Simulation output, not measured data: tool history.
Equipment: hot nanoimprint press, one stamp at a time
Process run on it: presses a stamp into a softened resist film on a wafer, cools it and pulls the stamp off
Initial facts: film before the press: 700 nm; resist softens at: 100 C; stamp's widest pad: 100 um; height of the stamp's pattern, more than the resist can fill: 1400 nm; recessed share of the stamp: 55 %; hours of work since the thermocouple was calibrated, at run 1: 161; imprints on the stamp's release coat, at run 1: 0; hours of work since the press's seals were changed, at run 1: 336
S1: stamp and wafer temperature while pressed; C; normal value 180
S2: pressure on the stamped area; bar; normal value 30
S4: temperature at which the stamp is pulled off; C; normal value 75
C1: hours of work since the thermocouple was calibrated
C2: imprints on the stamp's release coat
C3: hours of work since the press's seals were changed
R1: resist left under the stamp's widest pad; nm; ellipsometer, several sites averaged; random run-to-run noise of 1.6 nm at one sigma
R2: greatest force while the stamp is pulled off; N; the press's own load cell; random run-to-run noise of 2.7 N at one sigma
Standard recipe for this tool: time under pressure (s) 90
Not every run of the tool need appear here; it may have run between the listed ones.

Run 1, hour 0: usual settings; C1 161; C2 0; C3 336. Result: R1 378.3 nm, R2 124 N.
Run 2, hour 22.4: usual settings; C1 178; C2 74; C3 353. Result: R1 380.9 nm, R2 124 N.
Run 3, hour 34.3: usual settings; C1 187; C2 113; C3 362. Result: R1 379.9 nm, R2 124 N.
Run 4, hour 51.9: usual settings but S4 71 C; C1 201; C2 171; C3 375. Result: R1 379.2 nm, R2 126 N.
Run 5, hour 63.3: usual settings but S1 177 C; C1 209; C2 209; C3 384. Result: R1 417 nm, R2 122 N.
Run 6, hour 81.3: usual settings but S1 177 C; C1 223; C2 268; C3 397. Result: R1 412.1 nm, R2 125 N.
Run 7, hour 100.1: usual settings; C1 237; C2 330; C3 412. Result: R1 379.4 nm, R2 120 N.
Run 8, hour 127.6: usual settings; C1 258; C2 420; C3 433. Result: R1 378.1 nm, R2 124 N.
Run 9, hour 146.3: usual settings; C1 272; C2 482; C3 447. Result: R1 379 nm, R2 120 N.
Run 10, hour 171.8: usual settings; C1 291; C2 566; C3 466. Result: R1 381.6 nm, R2 123 N.
Run 11, hour 184.9: usual settings but time under pressure (s) 55; C1 301; C2 609; C3 476. Result: R1 438.4 nm, R2 126 N.
Run 12, hour 210.2: usual settings but time under pressure (s) 55; C1 320; C2 692; C3 495. Result: R1 441.1 nm, R2 127 N.
Run 13, hour 233.3: usual settings but time under pressure (s) 55; C1 338; C2 768; C3 512. Result: R1 438.7 nm, R2 125 N.
Run 14, hour 250.1: usual settings but S2 21.6 bar, time under pressure (s) 55; C1 350; C2 824; C3 525. Result: R1 498.3 nm, R2 122 N.
Run 15, hour 267.2: usual settings but S1 183 C, S2 21.6 bar, time under pressure (s) 55; C1 363; C2 880; C3 538. Result: R1 467 nm, R2 125 N.
Run 16, hour 280.2: usual settings but time under pressure (s) 50; C1 373; C2 923; C3 548. Result: R1 449.7 nm, R2 121 N.
Run 17, hour 302: usual settings but time under pressure (s) 50; C1 389; C2 994; C3 564. Result: R1 448.7 nm, R2 124 N.
Run 18, hour 325.9: usual settings but time under pressure (s) 50; C1 408; C2 1073; C3 582. Result: R1 446.7 nm, R2 126 N.
Run 19, hour 351.2: usual settings but time under pressure (s) 50; C1 427; C2 1156; C3 601. Result: R1 448.8 nm, R2 125 N.
Run 20, hour 369.5: usual settings but S1 174 C, S2 37.6 bar, time under pressure (s) 125, S4 72 C; C1 440; C2 1216; C3 615. Result: R1 370.2 nm, R2 125 N.
At hour 374.7: plate thermocouple calibrated.
Run 21, hour 392.4: usual settings but time under pressure (s) 113; C1 13; C2 1282; C3 630. Result: R1 357 nm, R2 125 N.
Run 22, hour 415.1: usual settings but time under pressure (s) 113, S4 80 C; C1 31; C2 1357; C3 647. Result: R1 354.3 nm, R2 120 N.
Run 23, hour 427.7: usual settings but S1 170 C, S2 42.1 bar, time under pressure (s) 123, S4 80 C; C1 40; C2 1398; C3 657. Result: R1 401.5 nm, R2 119 N.
Run 24, hour 439.8: usual settings but S1 170 C, S2 42.1 bar, time under pressure (s) 123, S4 80 C; C1 49; C2 1438; C3 666. Result: R1 402.7 nm, R2 118 N.
Run 25, hour 463.3: usual settings but S1 170 C, S2 42.1 bar, time under pressure (s) 123, S4 80 C; C1 67; C2 1515; C3 684. Result: R1 403.4 nm, R2 124 N.
Run 26, hour 490: usual settings but S1 170 C, S2 42.1 bar, time under pressure (s) 123, S4 80 C; C1 87; C2 1603; C3 704. Result: R1 399.6 nm, R2 119 N.
Run 27, hour 517.2: usual settings but S1 170 C, S2 42.1 bar, time under pressure (s) 123, S4 80 C; C1 108; C2 1693; C3 725. Result: R1 399.7 nm, R2 118 N.
Run 28, hour 531.4: usual settings but S1 170 C, S2 42.1 bar, time under pressure (s) 123, S4 80 C; C1 118; C2 1739; C3 735. Result: R1 402.3 nm, R2 121 N.
Run 29, hour 558.1: usual settings but S1 189 C, S2 22 bar, time under pressure (s) 86; C1 139; C2 1827; C3 755. Result: R1 344.7 nm, R2 123 N.
Run 30, hour 571.8: usual settings but S1 189 C, S2 22 bar, time under pressure (s) 86, S4 78 C; C1 149; C2 1872; C3 766. Result: R1 346.7 nm, R2 118 N.
Run 31, hour 586.5: usual settings but S1 189 C, S2 22 bar, time under pressure (s) 86, S4 78 C; C1 160; C2 1921; C3 777. Result: R1 345.2 nm, R2 122 N.

Hidden condition of the tool, last listed run before each entry between runs versus first listed run after:
In the gap between runs 20 and 21: plate thermocouple calibrated (hour 374.7)
  true temperature over the reading, C: 0.03 -> 0

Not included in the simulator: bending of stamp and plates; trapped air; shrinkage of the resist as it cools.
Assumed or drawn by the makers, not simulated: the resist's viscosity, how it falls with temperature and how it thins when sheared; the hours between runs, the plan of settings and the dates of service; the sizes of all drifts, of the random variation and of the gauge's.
